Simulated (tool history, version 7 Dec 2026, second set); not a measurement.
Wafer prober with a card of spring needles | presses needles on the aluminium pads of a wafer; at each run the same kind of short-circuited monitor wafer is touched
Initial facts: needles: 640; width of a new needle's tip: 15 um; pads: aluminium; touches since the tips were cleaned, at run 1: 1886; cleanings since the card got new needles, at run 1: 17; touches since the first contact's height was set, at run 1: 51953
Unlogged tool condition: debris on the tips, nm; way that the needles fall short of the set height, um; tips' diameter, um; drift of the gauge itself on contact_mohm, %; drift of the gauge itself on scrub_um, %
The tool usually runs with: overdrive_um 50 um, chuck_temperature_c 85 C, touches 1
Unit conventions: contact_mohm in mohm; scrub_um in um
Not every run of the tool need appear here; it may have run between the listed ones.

| run | hour | overdrive_um | chuck_temperature_c | touches | touches since the tips were cleaned | cleanings since the card got new needles | touches since the first contact's height was set | contact_mohm | scrub_um |
|---|---|---|---|---|---|---|---|---|---|
| 1 | 0.0 | 50 | 85 | 1 | 1886 | 17 | 51953 | 250 | 8.19 |
|  | 2.2 | tips cleaned on abrasive film |
|  | 7.9 | tips cleaned on abrasive film |
| 2 | 11.1 | 50 | 85 | 1 | 1474 | 19 | 57001 | 251 | 8.36 |
|  | 13.6 | tips cleaned on abrasive film |
|  | 19.1 | tips cleaned on abrasive film |
| 3 | 22.5 | 50 | 85 | 2 | 1611 | 21 | 62209 | 240 | 8.28 |
|  | 24.5 | tips cleaned on abrasive film |
|  | 30.3 | tips cleaned on abrasive film |
| 4 | 33.6 | 50 | 85 | 2 | 1519 | 23 | 67237 | 244 | 8.11 |
|  | 36.2 | tips cleaned on abrasive film |
|  | 41.5 | tips cleaned on abrasive film |
| 5 | 44.4 | 50 | 85 | 2 | 1317 | 25 | 72138 | 243 | 8.20 |
|  | 47.3 | tips cleaned on abrasive film |
|  | 52.9 | tips cleaned on abrasive film |
| 6 | 52.9 | 50 | 85 | 3 | 0 | 27 | 75976 | 232 | 8.09 |
|  | 58.8 | tips cleaned on abrasive film |
| 7 | 61.9 | 50 | 85 | 3 | 1411 | 28 | 80085 | 238 | 8.18 |
|  | 64.4 | tips cleaned on abrasive film |
|  | 70.1 | tips cleaned on abrasive film |
| 8 | 74.2 | 50 | 92 | 2 | 1896 | 30 | 85685 | 250 | 8.00 |
|  | 76.1 | tips cleaned on abrasive film |
| 9 | 80.1 | 50 | 92 | 2 | 1854 | 31 | 88403 | 251 | 8.01 |
|  | 81.5 | height of the first contact set anew |
|  | 82.3 | tips cleaned on abrasive film |
|  | 88.5 | tips cleaned on abrasive film |
| 10 | 89.8 | 50 | 40 | 1 | 594 | 33 | 3738 | 232 | 7.68 |
|  | 94.1 | tips cleaned on abrasive film |
|  | 99.4 | tips cleaned on abrasive film |
| 11 | 100.7 | 50 | 40 | 1 | 576 | 35 | 8674 | 238 | 7.64 |
|  | 105.4 | tips cleaned on abrasive film |
|  | 110.9 | tips cleaned on abrasive film |
| 12 | 112.5 | 48 | 60 | 3 | 720 | 37 | 14046 | 229 | 7.19 |
|  | 117.1 | tips cleaned on abrasive film |
| 13 | 118.4 | 48 | 60 | 3 | 637 | 38 | 16764 | 233 | 7.25 |
|  | 122.8 | tips cleaned on abrasive film |
|  | 128.4 | tips cleaned on abrasive film |
| 14 | 130.5 | 51 | 29 | 1 | 966 | 40 | 22253 | 241 | 7.66 |

Forecast each of these 4 alternatives for the next run:
|  | 132.9 | height of the first contact set anew, once more |
|  | 135.1 | tips cleaned on abrasive film |
| A | 138.3 | 51 | 85 | 1 | 1478 | 41 | 2429 | ? | ? |
|  | 132.9 | height of the first contact set anew, once more |
|  | 135.1 | tips cleaned on abrasive film |
| B | 138.3 | 51 | 65 | 1 | 1478 | 41 | 2429 | ? | ? |
|  | 132.9 | height of the first contact set anew, once more |
|  | 135.1 | tips cleaned on abrasive film |
| C | 138.3 | 38 | 59 | 2 | 1478 | 41 | 2429 | ? | ? |
|  | 132.9 | height of the first contact set anew, once more |
|  | 135.1 | tips cleaned on abrasive film |
| D | 138.3 | 42 | 85 | 1 | 1478 | 41 | 2429 | ? | ? |

| run | contact_mohm | scrub_um |
|---|---|---|
| A | 246 | 8.64 |
| B | 244 | 8.78 |
| C | 247 | 6.53 |
| D | 259 | 7.18 |
Stripped of hidden state, with their random variation kept, the same runs would have yielded:
| run | contact_mohm | scrub_um |
|---|---|---|
| A | 226 | 8.65 |
| B | 224 | 8.79 |
| C | 226 | 6.55 |
| D | 232 | 7.19 |

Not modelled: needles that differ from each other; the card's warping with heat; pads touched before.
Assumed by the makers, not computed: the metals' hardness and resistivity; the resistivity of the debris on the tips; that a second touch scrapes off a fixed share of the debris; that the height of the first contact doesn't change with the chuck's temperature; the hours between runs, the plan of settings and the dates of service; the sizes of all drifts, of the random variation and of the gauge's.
